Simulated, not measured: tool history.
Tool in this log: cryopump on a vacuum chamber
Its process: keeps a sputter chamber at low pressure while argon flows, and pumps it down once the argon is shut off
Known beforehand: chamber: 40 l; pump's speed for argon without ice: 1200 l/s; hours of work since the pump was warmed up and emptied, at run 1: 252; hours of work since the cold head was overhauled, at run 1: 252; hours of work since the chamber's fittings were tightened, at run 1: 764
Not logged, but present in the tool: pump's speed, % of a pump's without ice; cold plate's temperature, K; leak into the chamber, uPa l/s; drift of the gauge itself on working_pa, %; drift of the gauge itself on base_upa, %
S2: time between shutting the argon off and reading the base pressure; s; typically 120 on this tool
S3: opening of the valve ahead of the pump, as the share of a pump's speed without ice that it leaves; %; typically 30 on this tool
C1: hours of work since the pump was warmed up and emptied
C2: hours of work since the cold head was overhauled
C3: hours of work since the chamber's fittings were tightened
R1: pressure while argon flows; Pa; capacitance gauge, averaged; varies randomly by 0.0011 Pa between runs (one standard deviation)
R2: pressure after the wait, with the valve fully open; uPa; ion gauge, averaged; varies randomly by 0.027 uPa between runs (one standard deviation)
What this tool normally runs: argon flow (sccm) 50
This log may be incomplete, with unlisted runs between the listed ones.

run 1 hour=0.0 | argon_flow_(sccm)=50 S2=120 S3=30 | C1=252 C2=252 C3=764 | R1=0.2443 R2=2.18
run 2 hour=24.1 | argon_flow_(sccm)=50 S2=120 S3=30 | C1=262 C2=262 C3=774 | R1=0.2467 R2=2.35
run 3 hour=45.5 | argon_flow_(sccm)=50 S2=120 S3=30 | C1=271 C2=271 C3=783 | R1=0.2480 R2=2.37
run 4 hour=81.9 | argon_flow_(sccm)=50 S2=120 S3=30 | C1=286 C2=286 C3=799 | R1=0.2456 R2=2.34
run 5 hour=114.5 | argon_flow_(sccm)=50 S2=120 S3=30 | C1=300 C2=300 C3=812 | R1=0.2476 R2=2.33
run 6 hour=149.1 | argon_flow_(sccm)=60 S2=23 S3=30 | C1=314 C2=314 C3=827 | R1=0.2994 R2=6.18
run 7 hour=170.2 | argon_flow_(sccm)=49 S2=22 S3=59 | C1=323 C2=323 C3=835 | R1=0.1324 R2=6.42
run 8 hour=190.4 | argon_flow_(sccm)=94 S2=21 S3=30 | C1=331 C2=331 C3=844 | R1=0.4702 R2=6.77
run 9 hour=219.9 | argon_flow_(sccm)=44 S2=120 S3=39 | C1=343 C2=343 C3=856 | R1=0.1756 R2=2.50
run 10 hour=257.6 | argon_flow_(sccm)=32 S2=27 S3=30 | C1=359 C2=359 C3=872 | R1=0.1632 R2=5.80

Predict each of these 3 candidate next runs independently; none follows another, all start after run 10:
run A hour=284.4 | argon_flow_(sccm)=41 S2=120 S3=30 | C1=370 C2=370 C3=883 | R1=? R2=?
run B hour=284.4 | argon_flow_(sccm)=25 S2=53 S3=21 | C1=370 C2=370 C3=883 | R1=? R2=?
run C hour=284.4 | argon_flow_(sccm)=50 S2=270 S3=47 | C1=370 C2=370 C3=883 | R1=? R2=?

run=A R1=0.2110 R2=2.52
run=B R1=0.1764 R2=3.64
run=C R1=0.1694 R2=2.03
What these runs would have given with no unlogged condition in the tool:
run=A R1=0.1950 R2=1.15
run=B R1=0.1667 R2=2.28
run=C R1=0.1500 R2=0.65

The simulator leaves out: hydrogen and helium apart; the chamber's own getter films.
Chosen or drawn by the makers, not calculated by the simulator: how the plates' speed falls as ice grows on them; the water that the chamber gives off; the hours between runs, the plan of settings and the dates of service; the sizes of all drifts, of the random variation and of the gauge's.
